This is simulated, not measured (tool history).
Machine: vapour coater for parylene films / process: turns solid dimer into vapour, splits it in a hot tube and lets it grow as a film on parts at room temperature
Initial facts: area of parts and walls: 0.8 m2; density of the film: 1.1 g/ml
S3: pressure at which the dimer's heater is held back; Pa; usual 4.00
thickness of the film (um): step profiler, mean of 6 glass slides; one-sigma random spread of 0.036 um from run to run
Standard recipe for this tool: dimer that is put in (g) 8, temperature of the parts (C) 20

run 1 hour=0.0 | dimer_that_is_put_in_(g)=8 temperature_of_the_parts_(C)=20 S3=4.00 | thickness_of_the_film_(um)=7.14
run 2 hour=21.5 | dimer_that_is_put_in_(g)=8 temperature_of_the_parts_(C)=31 S3=4.00 | thickness_of_the_film_(um)=4.29
run 3 hour=44.0 | dimer_that_is_put_in_(g)=8 temperature_of_the_parts_(C)=31 S3=4.00 | thickness_of_the_film_(um)=4.33
run 4 hour=61.4 | dimer_that_is_put_in_(g)=8 temperature_of_the_parts_(C)=31 S3=4.00 | thickness_of_the_film_(um)=4.28
run 5 hour=81.8 | dimer_that_is_put_in_(g)=8 temperature_of_the_parts_(C)=31 S3=4.00 | thickness_of_the_film_(um)=4.36
run 6 hour=104.8 | dimer_that_is_put_in_(g)=8 temperature_of_the_parts_(C)=31 S3=4.00 | thickness_of_the_film_(um)=4.33
run 7 hour=121.0 | dimer_that_is_put_in_(g)=8 temperature_of_the_parts_(C)=25 S3=4.00 | thickness_of_the_film_(um)=5.70
run 8 hour=132.9 | dimer_that_is_put_in_(g)=8 temperature_of_the_parts_(C)=25 S3=4.00 | thickness_of_the_film_(um)=5.69
run 9 hour=144.1 | dimer_that_is_put_in_(g)=8 temperature_of_the_parts_(C)=25 S3=4.00 | thickness_of_the_film_(um)=5.63
run 10 hour=160.3 | dimer_that_is_put_in_(g)=8 temperature_of_the_parts_(C)=25 S3=4.00 | thickness_of_the_film_(um)=5.65
run 11 hour=180.6 | dimer_that_is_put_in_(g)=8 temperature_of_the_parts_(C)=25 S3=4.00 | thickness_of_the_film_(um)=5.69
run 12 hour=196.6 | dimer_that_is_put_in_(g)=8 temperature_of_the_parts_(C)=25 S3=4.00 | thickness_of_the_film_(um)=5.69
run 13 hour=206.2 | dimer_that_is_put_in_(g)=8 temperature_of_the_parts_(C)=20 S3=4.00 | thickness_of_the_film_(um)=7.15
run 14 hour=227.7 | dimer_that_is_put_in_(g)=8 temperature_of_the_parts_(C)=20 S3=4.00 | thickness_of_the_film_(um)=7.10
run 15 hour=250.1 | dimer_that_is_put_in_(g)=8 temperature_of_the_parts_(C)=20 S3=4.00 | thickness_of_the_film_(um)=7.11
run 16 hour=269.4 | dimer_that_is_put_in_(g)=8 temperature_of_the_parts_(C)=20 S3=4.00 | thickness_of_the_film_(um)=7.08
run 17 hour=279.9 | dimer_that_is_put_in_(g)=9 temperature_of_the_parts_(C)=17 S3=5.23 | thickness_of_the_film_(um)=8.79
run 18 hour=290.6 | dimer_that_is_put_in_(g)=5 temperature_of_the_parts_(C)=16 S3=4.00 | thickness_of_the_film_(um)=5.34
run 19 hour=308.4 | dimer_that_is_put_in_(g)=3 temperature_of_the_parts_(C)=15 S3=4.00 | thickness_of_the_film_(um)=3.18
run 20 hour=320.9 | dimer_that_is_put_in_(g)=3 temperature_of_the_parts_(C)=22 S3=4.00 | thickness_of_the_film_(um)=2.46
run 21 hour=335.3 | dimer_that_is_put_in_(g)=3 temperature_of_the_parts_(C)=22 S3=4.00 | thickness_of_the_film_(um)=2.45
run 22 hour=352.2 | dimer_that_is_put_in_(g)=3 temperature_of_the_parts_(C)=22 S3=4.00 | thickness_of_the_film_(um)=2.45
run 23 hour=374.2 | dimer_that_is_put_in_(g)=6 temperature_of_the_parts_(C)=13 S3=5.21 | thickness_of_the_film_(um)=6.38
run 24 hour=392.9 | dimer_that_is_put_in_(g)=6 temperature_of_the_parts_(C)=15 S3=5.21 | thickness_of_the_film_(um)=6.42
run 25 hour=405.6 | dimer_that_is_put_in_(g)=6 temperature_of_the_parts_(C)=15 S3=5.71 | thickness_of_the_film_(um)=6.36
run 26 hour=423.6 | dimer_that_is_put_in_(g)=12 temperature_of_the_parts_(C)=12 S3=5.71 | thickness_of_the_film_(um)=12.68
run 27 hour=441.2 | dimer_that_is_put_in_(g)=3 temperature_of_the_parts_(C)=29 S3=5.18 | thickness_of_the_film_(um)=1.70
run 28 hour=453.3 | dimer_that_is_put_in_(g)=5 temperature_of_the_parts_(C)=18 S3=5.18 | thickness_of_the_film_(um)=4.66
run 29 hour=470.3 | dimer_that_is_put_in_(g)=5 temperature_of_the_parts_(C)=18 S3=5.18 | thickness_of_the_film_(um)=4.70
run 30 hour=482.8 | dimer_that_is_put_in_(g)=13 temperature_of_the_parts_(C)=21 S3=5.18 | thickness_of_the_film_(um)=10.61
run 31 hour=496.8 | dimer_that_is_put_in_(g)=13 temperature_of_the_parts_(C)=21 S3=5.18 | thickness_of_the_film_(um)=10.54
run 32 hour=509.6 | dimer_that_is_put_in_(g)=13 temperature_of_the_parts_(C)=21 S3=5.18 | thickness_of_the_film_(um)=10.59

Alternative continuations, all from the tool just after run 32; predict every row:
run A hour=528.9 | dimer_that_is_put_in_(g)=5 temperature_of_the_parts_(C)=13 S3=5.18 | thickness_of_the_film_(um)=?
run B hour=528.9 | dimer_that_is_put_in_(g)=8 temperature_of_the_parts_(C)=14 S3=4.00 | thickness_of_the_film_(um)=?
run C hour=528.9 | dimer_that_is_put_in_(g)=7 temperature_of_the_parts_(C)=32 S3=2.42 | thickness_of_the_film_(um)=?
run D hour=528.9 | dimer_that_is_put_in_(g)=12 temperature_of_the_parts_(C)=15 S3=4.00 | thickness_of_the_film_(um)=?

run=A thickness_of_the_film_(um)=5.27
run=B thickness_of_the_film_(um)=8.52
run=C thickness_of_the_film_(um)=3.83
run=D thickness_of_the_film_(um)=12.69
Had the tool no hidden state, the same runs would have come out as:
run=A thickness_of_the_film_(um)=5.54
run=B thickness_of_the_film_(um)=8.96
run=C thickness_of_the_film_(um)=3.96
run=D thickness_of_the_film_(um)=13.35
